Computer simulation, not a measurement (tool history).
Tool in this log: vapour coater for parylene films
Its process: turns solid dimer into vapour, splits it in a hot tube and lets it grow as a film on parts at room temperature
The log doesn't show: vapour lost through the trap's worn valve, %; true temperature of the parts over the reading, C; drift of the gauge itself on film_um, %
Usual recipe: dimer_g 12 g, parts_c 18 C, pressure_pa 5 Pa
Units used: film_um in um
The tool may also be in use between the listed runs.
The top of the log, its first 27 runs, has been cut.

run     day  dimer_g  parts_c  pressure_pa  hours of work since the trap's valve was overhauled  hours of work since the table's thermometer was calibrated  film_um
 28  43.392       17       20            5                                                   52                                                          82     4.73
 29  44.462       12       12         3.73                                                   74                                                         104     4.61
 30  45.892        8       18          3.7                                                  104                                                         134     2.53
 31  47.704        8       18          3.7                                                  142                                                         172     2.45
 32  49.283        8       18          3.7                                                  174                                                         205     2.48
 33  50.254        6       16          3.7                                                  195                                                         225     1.98
 34  52.538        8       16          5.3                                                  242                                                         272      2.4
 35  54.483       12       21         2.13                                                  282                                                         313     3.63
 36  55.904       12       18          2.2                                                  312                                                         342     3.93
 37  56.842       14       18            5                                                  331                                                         362     3.88
 38  58.583       14       28         9.74                                                  368                                                         398     2.43
 39   60.65       14       28         9.74                                                  411                                                         441     2.48
 40  62.925       14       28         9.74                                                  458                                                         488      2.4
 41  64.296       12       21         5.79                                                  487                                                         517     2.84
 42  65.671       12       16         4.55                                                  515                                                         545     3.46
     67.175  -- trap's valve overhauled
 43    67.5       12       18            5                                                    7                                                         580     3.59
 44  68.592       12       25            4                                                   29                                                         603        3
 45  70.342        5       16            5                                                   66                                                         639     1.55

Below are 5 alternative next runs, each starting from the tool's condition after run 45. Predict each:
  A  71.533       16       13        11.71                                                   91                                                         664        ?
  B  71.533       12       11            5                                                   91                                                         664        ?
  C  71.533       12       14            5                                                   91                                                         664        ?
  D  71.533        5       25            5                                                   91                                                         664        ?
  E  71.533        5       28         5.95                                                   91                                                         664        ?

run  film_um
  A     4.67
  B     4.36
  C     3.98
  D     1.16
  E     1.02
Without the tool's hidden state the same runs would have given:
run  film_um
  A      4.9
  B     4.57
  C     4.17
  D     1.22
  E     1.07
